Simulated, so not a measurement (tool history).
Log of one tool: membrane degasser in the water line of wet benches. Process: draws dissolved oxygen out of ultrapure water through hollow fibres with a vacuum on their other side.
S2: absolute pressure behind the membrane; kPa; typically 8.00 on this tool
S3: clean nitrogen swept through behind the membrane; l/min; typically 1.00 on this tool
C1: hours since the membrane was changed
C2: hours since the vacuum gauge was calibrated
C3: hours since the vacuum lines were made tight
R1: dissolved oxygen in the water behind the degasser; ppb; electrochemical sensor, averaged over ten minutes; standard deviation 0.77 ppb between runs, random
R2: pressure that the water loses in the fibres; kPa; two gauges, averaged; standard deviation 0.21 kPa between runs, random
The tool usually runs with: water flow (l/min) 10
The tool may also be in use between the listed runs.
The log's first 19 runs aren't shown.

run 20 day=26.888 | water_flow_(l/min)=9 S2=16.42 S3=1.00 | C1=1038 C2=3701 C3=3376 | R1=283.9 R2=45.52
run 21 day=28.004 | water_flow_(l/min)=9 S2=16.42 S3=1.00 | C1=1065 C2=3728 C3=3403 | R1=278.8 R2=45.42
-- day=28.175 vacuum gauge calibrated
run 22 day=29.275 | water_flow_(l/min)=8 S2=8.54 S3=2.13 | C1=1095 C2=26 C3=3433 | R1=53.1 R2=40.36
run 23 day=30.696 | water_flow_(l/min)=9 S2=18.57 S3=1.00 | C1=1129 C2=60 C3=3467 | R1=329.7 R2=45.17
-- day=31.112 vacuum gauge calibrated, once more
run 24 day=32.392 | water_flow_(l/min)=6 S2=19.52 S3=1.00 | C1=1169 C2=31 C3=3507 | R1=239.5 R2=30.61
run 25 day=33.888 | water_flow_(l/min)=15 S2=5.73 S3=0.42 | C1=1205 C2=67 C3=3543 | R1=210.3 R2=75.69
run 26 day=35.125 | water_flow_(l/min)=12 S2=10.54 S3=0.51 | C1=1235 C2=96 C3=3573 | R1=376.6 R2=60.50
run 27 day=36.179 | water_flow_(l/min)=12 S2=10.54 S3=0.51 | C1=1260 C2=122 C3=3598 | R1=377.5 R2=60.06
run 28 day=38.154 | water_flow_(l/min)=12 S2=10.54 S3=0.51 | C1=1308 C2=169 C3=3646 | R1=379.0 R2=60.74
run 29 day=39.217 | water_flow_(l/min)=12 S2=10.54 S3=0.51 | C1=1333 C2=195 C3=3671 | R1=380.9 R2=60.71
run 30 day=41.212 | water_flow_(l/min)=10 S2=5.88 S3=0.46 | C1=1381 C2=242 C3=3719 | R1=133.1 R2=50.32
run 31 day=43.208 | water_flow_(l/min)=10 S2=5.88 S3=0.46 | C1=1429 C2=290 C3=3767 | R1=133.2 R2=50.61

5 ways to go on from here, each from the tool as it stands after run 31. What would each give?
run A day=44.450 | water_flow_(l/min)=10 S2=15.13 S3=0.46 | C1=1459 C2=320 C3=3797 | R1=? R2=?
run B day=44.450 | water_flow_(l/min)=12 S2=17.47 S3=0.41 | C1=1459 C2=320 C3=3797 | R1=? R2=?
run C day=44.450 | water_flow_(l/min)=14 S2=14.60 S3=2.94 | C1=1459 C2=320 C3=3797 | R1=? R2=?
run D day=44.450 | water_flow_(l/min)=10 S2=6.96 S3=0.93 | C1=1459 C2=320 C3=3797 | R1=? R2=?
run E day=44.450 | water_flow_(l/min)=10 S2=7.42 S3=0.46 | C1=1459 C2=320 C3=3797 | R1=? R2=?

run=A R1=550.2 R2=50.65
run=B R1=828.0 R2=61.05
run=C R1=155.6 R2=71.01
run=D R1=101.9 R2=50.94
run=E R1=203.9 R2=50.50
Had the tool no hidden state, the same runs would have come out as:
run=A R1=545.5 R2=50.23
run=B R1=823.8 R2=60.55
run=C R1=153.0 R2=70.43
run=D R1=100.6 R2=50.52
run=E R1=202.6 R2=50.08
